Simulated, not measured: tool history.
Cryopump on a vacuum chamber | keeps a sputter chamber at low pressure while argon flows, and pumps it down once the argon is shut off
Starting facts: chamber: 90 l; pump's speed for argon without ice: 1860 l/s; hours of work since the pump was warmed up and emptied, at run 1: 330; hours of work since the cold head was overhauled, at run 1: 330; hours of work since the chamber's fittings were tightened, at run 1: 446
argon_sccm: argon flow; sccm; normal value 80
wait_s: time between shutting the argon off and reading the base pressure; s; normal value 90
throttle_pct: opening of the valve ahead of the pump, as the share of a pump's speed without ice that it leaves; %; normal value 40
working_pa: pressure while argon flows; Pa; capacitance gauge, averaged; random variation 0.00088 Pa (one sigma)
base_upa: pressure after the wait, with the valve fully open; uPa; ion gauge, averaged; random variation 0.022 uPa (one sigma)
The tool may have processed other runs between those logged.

| run | day | argon_sccm | wait_s | throttle_pct | hours of work since the pump was warmed up and emptied | hours of work since the cold head was overhauled | hours of work since the chamber's fittings were tightened | working_pa | base_upa |
|---|---|---|---|---|---|---|---|---|---|
| 1 | 0 | 80 | 90 | 40 | 330 | 330 | 446 | 0.1893 | 0.93 |
| 2 | 0.633 | 87 | 90 | 40 | 338 | 338 | 454 | 0.2038 | 0.87 |
| 3 | 1.133 | 33 | 90 | 40 | 344 | 344 | 460 | 0.0766 | 0.87 |
| 4 | 1.725 | 33 | 90 | 40 | 351 | 351 | 468 | 0.0782 | 0.92 |
| 5 | 2.258 | 80 | 90 | 40 | 358 | 358 | 474 | 0.1893 | 0.93 |
| 6 | 2.542 | 80 | 90 | 40 | 361 | 361 | 478 | 0.1894 | 0.93 |
| 7 | 3.183 | 80 | 90 | 40 | 369 | 369 | 485 | 0.1895 | 0.89 |
| 8 | 3.762 | 80 | 90 | 40 | 376 | 376 | 493 | 0.1871 | 0.94 |
| 9 | 4.354 | 80 | 90 | 35 | 384 | 384 | 500 | 0.215 | 0.93 |
| 10 | 4.658 | 80 | 99 | 40 | 387 | 387 | 504 | 0.1891 | 0.9 |
| 11 | 5.008 | 80 | 99 | 40 | 392 | 392 | 508 | 0.1902 | 0.87 |
| 12 | 5.508 | 80 | 34 | 40 | 398 | 398 | 514 | 0.1903 | 1.63 |
| 13 | 6.217 | 60 | 34 | 40 | 406 | 406 | 523 | 0.1423 | 1.62 |
| 14 | 6.583 | 80 | 90 | 40 | 411 | 411 | 527 | 0.19 | 0.96 |
| 15 | 7.012 | 80 | 112 | 40 | 416 | 416 | 532 | 0.1891 | 0.9 |
| 16 | 7.696 | 80 | 90 | 40 | 425 | 425 | 541 | 0.1895 | 0.98 |
| 17 | 8.088 | 48 | 90 | 40 | 429 | 429 | 546 | 0.1153 | 0.98 |
| 18 | 8.633 | 75 | 153 | 40 | 436 | 436 | 552 | 0.1774 | 0.75 |
| 19 | 9.121 | 75 | 153 | 40 | 442 | 442 | 558 | 0.1794 | 0.78 |
| 20 | 9.496 | 75 | 153 | 40 | 447 | 447 | 563 | 0.1793 | 0.79 |
| 21 | 10.033 | 75 | 153 | 40 | 453 | 453 | 569 | 0.1796 | 0.84 |
| 22 | 10.629 | 38 | 153 | 19 | 461 | 461 | 577 | 0.1846 | 0.85 |
| 23 | 10.988 | 38 | 153 | 19 | 465 | 465 | 581 | 0.1864 | 0.83 |
| 24 | 11.45 | 38 | 153 | 19 | 471 | 471 | 587 | 0.1855 | 0.82 |
| 25 | 11.75 | 38 | 153 | 19 | 474 | 474 | 590 | 0.1865 | 0.87 |
| 26 | 12.208 | 127 | 90 | 18 | 480 | 480 | 596 | 0.6573 | 0.95 |
| 27 | 12.771 | 98 | 90 | 18 | 487 | 487 | 603 | 0.5103 | 0.99 |
| 28 | 13.471 | 98 | 90 | 54 | 495 | 495 | 611 | 0.1763 | 0.99 |
| 29 | 14.138 | 98 | 90 | 54 | 504 | 504 | 620 | 0.177 | 1 |
| 30 | 14.738 | 81 | 58 | 21 | 511 | 511 | 627 | 0.362 | 1.27 |
| 31 | 15.075 | 81 | 58 | 21 | 515 | 515 | 631 | 0.3599 | 1.26 |
| 32 | 15.383 | 67 | 90 | 29 | 519 | 519 | 635 | 0.2164 | 1.01 |
| 33 | 16 | 152 | 90 | 20 | 526 | 526 | 642 | 0.7095 | 1.05 |
| 34 | 16.683 | 152 | 60 | 20 | 535 | 535 | 651 | 0.7128 | 1.25 |

Predict each of these 4 candidate next runs independently; none follows another, all start after run 34:
| A | 17.083 | 58 | 130 | 21 | 540 | 540 | 656 | ? | ? |
| B | 17.083 | 46 | 23 | 46 | 540 | 540 | 656 | ? | ? |
| C | 17.083 | 35 | 27 | 20 | 540 | 540 | 656 | ? | ? |
| D | 17.083 | 58 | 182 | 27 | 540 | 540 | 656 | ? | ? |

| run | working_pa | base_upa |
|---|---|---|
| A | 0.2569 | 0.95 |
| B | 0.0961 | 2.3 |
| C | 0.1625 | 2 |
| D | 0.2016 | 0.86 |
Stripped of hidden state, with their random variation kept, the same runs would have yielded:
| run | working_pa | base_upa |
|---|---|---|
| A | 0.2493 | 0.46 |
| B | 0.0901 | 1.8 |
| C | 0.1579 | 1.52 |
| D | 0.1941 | 0.37 |
